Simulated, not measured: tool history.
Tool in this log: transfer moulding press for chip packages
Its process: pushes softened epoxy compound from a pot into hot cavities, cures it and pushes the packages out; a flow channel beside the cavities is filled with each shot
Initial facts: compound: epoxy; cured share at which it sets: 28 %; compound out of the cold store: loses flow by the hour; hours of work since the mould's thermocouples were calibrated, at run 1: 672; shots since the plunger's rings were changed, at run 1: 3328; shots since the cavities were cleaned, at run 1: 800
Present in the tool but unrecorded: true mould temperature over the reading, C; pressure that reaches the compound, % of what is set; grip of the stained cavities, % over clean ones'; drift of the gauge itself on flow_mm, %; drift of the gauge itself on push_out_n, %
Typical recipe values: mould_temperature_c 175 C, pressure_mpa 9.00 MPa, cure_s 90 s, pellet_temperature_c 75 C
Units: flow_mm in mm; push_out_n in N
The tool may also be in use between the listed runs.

run	day	mould_temperature_c	pressure_mpa	cure_s	pellet_temperature_c	hours of work since the mould's thermocouples were calibrated	shots since the plunger's rings were changed	shots since the cavities were cleaned	incoming compound's hours out of the cold store	flow_mm	push_out_n
1	0.000	175	9.00	90	75	672	3328	800	17.4	517	578
# day 0.379: plunger's sealing rings changed
# day 0.821: cavities cleaned with cleaning compound and waxed
2	1.871	175	9.00	90	75	690	272	200	27.6	506	429
3	3.179	175	9.00	90	75	703	522	450	47.4	468	486
4	5.129	175	9.00	90	72	724	894	822	39.6	478	557
# day 5.796: cavities cleaned with cleaning compound and waxed
5	8.246	175	9.00	90	75	755	1476	467	27.9	503	504
6	10.017	175	9.00	89	75	774	1814	805	28.2	495	579
# day 10.688: cavities cleaned with cleaning compound and waxed
7	11.862	175	9.00	90	74	793	2155	225	28.9	491	436
8	14.746	175	9.00	90	74	823	2705	775	39.0	468	541
# day 15.367: mould's thermocouples calibrated
# day 15.721: cavities cleaned with cleaning compound and waxed
9	17.858	175	9.00	90	74	25	3271	409	11.5	532	555
# day 18.392: plunger's sealing rings changed
# day 20.704: cavities cleaned with cleaning compound and waxed
10	20.704	175	9.00	90	82	53	430	0	43.7	478	360
11	23.142	175	10.44	90	82	79	894	464	27.3	552	546
12	24.829	175	9.00	108	75	96	1216	786	34.0	497	503
# day 25.642: cavities cleaned with cleaning compound and waxed
13	27.521	175	9.00	108	75	124	1718	358	20.1	528	440
14	28.833	168	9.00	108	75	137	1968	608	37.8	507	644
# day 30.538: cavities cleaned with cleaning compound and waxed
15	31.233	175	7.52	90	75	162	2414	133	26.0	462	434
16	32.496	170	6.86	80	68	175	2655	374	16.2	471	1000
17	34.146	181	6.86	71	68	192	2970	689	43.6	386	619
# day 35.421: cavities cleaned with cleaning compound and waxed
# day 36.204: plunger's sealing rings changed
18	36.867	181	10.79	71	71	219	127	256	9.0	598	537
19	39.067	181	10.79	71	71	242	546	675	17.8	568	624
# day 40.488: cavities cleaned with cleaning compound and waxed
20	40.912	181	10.79	71	71	260	886	80	19.6	568	462
21	43.496	181	10.79	71	71	287	1379	573	16.5	569	625
# day 45.442: cavities cleaned with cleaning compound and waxed
22	46.004	183	9.00	90	65	313	1846	108	30.5	475	355
23	48.338	172	9.00	102	75	337	2291	553	15.8	539	539
# day 50.542: cavities cleaned with cleaning compound and waxed
24	51.088	175	9.00	108	81	365	2804	105	14.2	526	369
25	52.396	175	9.48	101	75	379	3053	354	27.0	514	443
# day 54.104: plunger's sealing rings changed
# day 55.533: cavities cleaned with cleaning compound and waxed
26	55.533	181	10.46	119	72	410	261	0	22.1	560	335
27	57.833	175	9.00	111	78	434	699	438	24.9	519	447

Predict each of these 4 candidate next runs independently; none follows another, all start after run 27:
# day 60.421: cavities cleaned with cleaning compound and waxed
A	60.700	174	9.00	90	75	463	1235	53	18.9	?	?
# day 60.421: cavities cleaned with cleaning compound and waxed
B	60.700	175	8.28	128	78	463	1235	53	21.0	?	?
# day 60.421: cavities cleaned with cleaning compound and waxed
C	60.700	175	9.00	111	78	463	1235	53	34.9	?	?
# day 60.421: cavities cleaned with cleaning compound and waxed
D	60.700	175	9.00	90	78	463	1235	53	47.4	?	?

run	flow_mm	push_out_n
A	539	426
B	501	325
C	488	333
D	464	351
Stripped of hidden state, with their random variation kept, the same runs would have yielded:
run	flow_mm	push_out_n
A	553	420
B	515	303
C	501	313
D	476	340

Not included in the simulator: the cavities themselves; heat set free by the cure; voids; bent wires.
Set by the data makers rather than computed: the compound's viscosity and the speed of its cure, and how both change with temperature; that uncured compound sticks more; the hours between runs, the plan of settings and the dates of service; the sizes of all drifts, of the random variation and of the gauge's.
